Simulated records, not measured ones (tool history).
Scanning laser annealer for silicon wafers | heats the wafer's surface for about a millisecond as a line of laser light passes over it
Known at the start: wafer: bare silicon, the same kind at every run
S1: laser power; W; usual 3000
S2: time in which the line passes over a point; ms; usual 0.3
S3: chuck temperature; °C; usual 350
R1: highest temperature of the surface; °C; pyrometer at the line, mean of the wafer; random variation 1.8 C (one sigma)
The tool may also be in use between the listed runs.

run    hour    S1     S2   S3    R1
  1       0  3000    0.3  350  1059
  2    54.6  3000    0.3  350  1055
  3   118.8  3000  0.328  350  1087
  4   152.8  3000    0.3  323  1021
  5   206.5  3000    0.3  323  1018
  6     250  3000    0.3  323  1018
  7   311.7  3000    0.3  323  1014
  8   358.4  3000    0.3  377  1066
        388  -- window over the wafer cleaned
  9   401.3  3000    0.3  377  1052
 10   469.2  3000    0.3  377  1044
      533.3  -- window over the wafer cleaned, once more
 11   541.4  3000    0.3  350  1073
 12   596.3  2806    0.3  350  1014
 13   656.4  3000    0.3  350  1064
 14     725  3000    0.3  350  1065
 15   768.6  3000    0.3  350  1059
 16   837.3  3000    0.3  350  1058
 17   906.4  3000    0.3  350  1056
 18   955.2  3000  0.334  350  1094
 19   997.9  3000    0.3  350  1051
 20  1059.5  3000  0.212  350   922
 21  1122.7  3000  0.212  350   922
 22  1191.8  2619  0.283  370   934
     1255.1  -- window over the wafer cleaned
 23  1266.6  2619  0.213  370   873
 24  1337.4  2619  0.213  370   873
 25  1381.2  2619  0.247  370   913
 26  1433.8  2619  0.247  370   914
 27  1494.5  2619  0.247  370   909
 28  1561.6  2619  0.247  370   906
 29  1620.2  3000  0.228  328   931
 30    1692  3266  0.341  344  1184
 31  1757.5  3053   0.24  333   960
 32  1813.2  3053   0.24  333   961
 33  1880.6  3000  0.358  375  1140
 34  1917.6  2765  0.314  385  1026
     1978.5  -- window over the wafer cleaned
 35  1985.4  2765  0.314  385  1049
 36  2047.6  2843  0.314  385  1075
 37    2119  2730  0.312  385  1034
 38  2195.7  3133  0.325  348  1129
 39  2237.8  3133  0.249  348  1019
 40  2282.4  2949  0.278  360  1026
     2313.4  -- optics aligned, line set to its width
 41  2359.1  2949  0.278  360  1032
 42  2437.1  2949  0.278  360  1026

Forecast each of these 3 alternatives for the next run:
  A  2468.7  3042  0.224  350   ?
  B  2468.7  3000    0.3  312   ?
  C  2468.7  3066    0.3  350   ?

run    R1
  A   965
  B  1024
  C  1081
Without the tool's hidden state the same runs would have given:
run    R1
  A   984
  B  1045
  C  1103

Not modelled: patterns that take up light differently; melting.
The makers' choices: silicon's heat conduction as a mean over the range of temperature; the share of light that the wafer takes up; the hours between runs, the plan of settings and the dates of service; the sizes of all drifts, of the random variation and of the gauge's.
